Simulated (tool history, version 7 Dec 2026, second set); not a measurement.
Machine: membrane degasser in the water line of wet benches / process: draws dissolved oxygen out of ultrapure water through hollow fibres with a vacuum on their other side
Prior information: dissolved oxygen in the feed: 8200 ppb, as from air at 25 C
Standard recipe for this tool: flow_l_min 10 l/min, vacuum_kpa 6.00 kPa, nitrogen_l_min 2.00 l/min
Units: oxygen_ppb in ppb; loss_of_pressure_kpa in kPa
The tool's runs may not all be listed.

Run 1, hour 0.0: usual settings. Result: oxygen_ppb 78.8 ppb, loss_of_pressure_kpa 64.20 kPa.
Run 2, hour 107.9: usual settings. Result: oxygen_ppb 80.1 ppb, loss_of_pressure_kpa 63.83 kPa.
Run 3, hour 263.2: usual settings. Result: oxygen_ppb 82.2 ppb, loss_of_pressure_kpa 64.48 kPa.
Run 4, hour 408.4: usual settings. Result: oxygen_ppb 81.2 ppb, loss_of_pressure_kpa 64.21 kPa.
Run 5, hour 530.4: usual settings. Result: oxygen_ppb 79.7 ppb, loss_of_pressure_kpa 64.15 kPa.
Run 6, hour 602.6: usual settings. Result: oxygen_ppb 80.5 ppb, loss_of_pressure_kpa 64.37 kPa.
Run 7, hour 773.9: usual settings but nitrogen_l_min 3.93 l/min. Result: oxygen_ppb 62.9 ppb, loss_of_pressure_kpa 64.72 kPa.
Run 8, hour 925.3: usual settings but flow_l_min 8 l/min. Result: oxygen_ppb 56.0 ppb, loss_of_pressure_kpa 51.31 kPa.
Run 9, hour 1055.9: usual settings but vacuum_kpa 14.21 kPa. Result: oxygen_ppb 179.7 ppb, loss_of_pressure_kpa 64.52 kPa.
Run 10, hour 1158.5: usual settings but vacuum_kpa 14.21 kPa. Result: oxygen_ppb 180.9 ppb, loss_of_pressure_kpa 64.57 kPa.
Run 11, hour 1275.7: usual settings but vacuum_kpa 14.21 kPa. Result: oxygen_ppb 180.3 ppb, loss_of_pressure_kpa 64.38 kPa.
Run 12, hour 1425.7: usual settings. Result: oxygen_ppb 80.8 ppb, loss_of_pressure_kpa 64.39 kPa.
Run 13, hour 1516.7: usual settings. Result: oxygen_ppb 82.2 ppb, loss_of_pressure_kpa 65.00 kPa.
Run 14, hour 1644.3: usual settings but nitrogen_l_min 3.71 l/min. Result: oxygen_ppb 65.2 ppb, loss_of_pressure_kpa 64.38 kPa.
Run 15, hour 1819.3: usual settings but flow_l_min 13 l/min, nitrogen_l_min 3.71 l/min. Result: oxygen_ppb 104.5 ppb, loss_of_pressure_kpa 83.98 kPa.
Run 16, hour 1897.6: usual settings but flow_l_min 13 l/min, nitrogen_l_min 3.71 l/min. Result: oxygen_ppb 102.7 ppb, loss_of_pressure_kpa 83.73 kPa.
Run 17, hour 2001.8: usual settings but flow_l_min 13 l/min, nitrogen_l_min 2.15 l/min. Result: oxygen_ppb 120.1 ppb, loss_of_pressure_kpa 84.02 kPa.
Run 18, hour 2077.7: usual settings but flow_l_min 13 l/min, nitrogen_l_min 2.15 l/min. Result: oxygen_ppb 120.9 ppb, loss_of_pressure_kpa 83.91 kPa.
Run 19, hour 2255.1: usual settings but vacuum_kpa 8.56 kPa. Result: oxygen_ppb 114.5 ppb, loss_of_pressure_kpa 64.64 kPa.

Estimate the outcome of run 20 from the log above:
Run 20, hour 2330.3: usual settings but flow_l_min 11 l/min, vacuum_kpa 14.60 kPa. Result: oxygen_ppb ?, loss_of_pressure_kpa ?.

{"run 20": {"oxygen_ppb": 208.4, "loss_of_pressure_kpa": 71.21}}
The same run, on a tool lacking any hidden state, would have yielded oxygen_ppb 199.9 ppb, loss_of_pressure_kpa 70.37 kPa.

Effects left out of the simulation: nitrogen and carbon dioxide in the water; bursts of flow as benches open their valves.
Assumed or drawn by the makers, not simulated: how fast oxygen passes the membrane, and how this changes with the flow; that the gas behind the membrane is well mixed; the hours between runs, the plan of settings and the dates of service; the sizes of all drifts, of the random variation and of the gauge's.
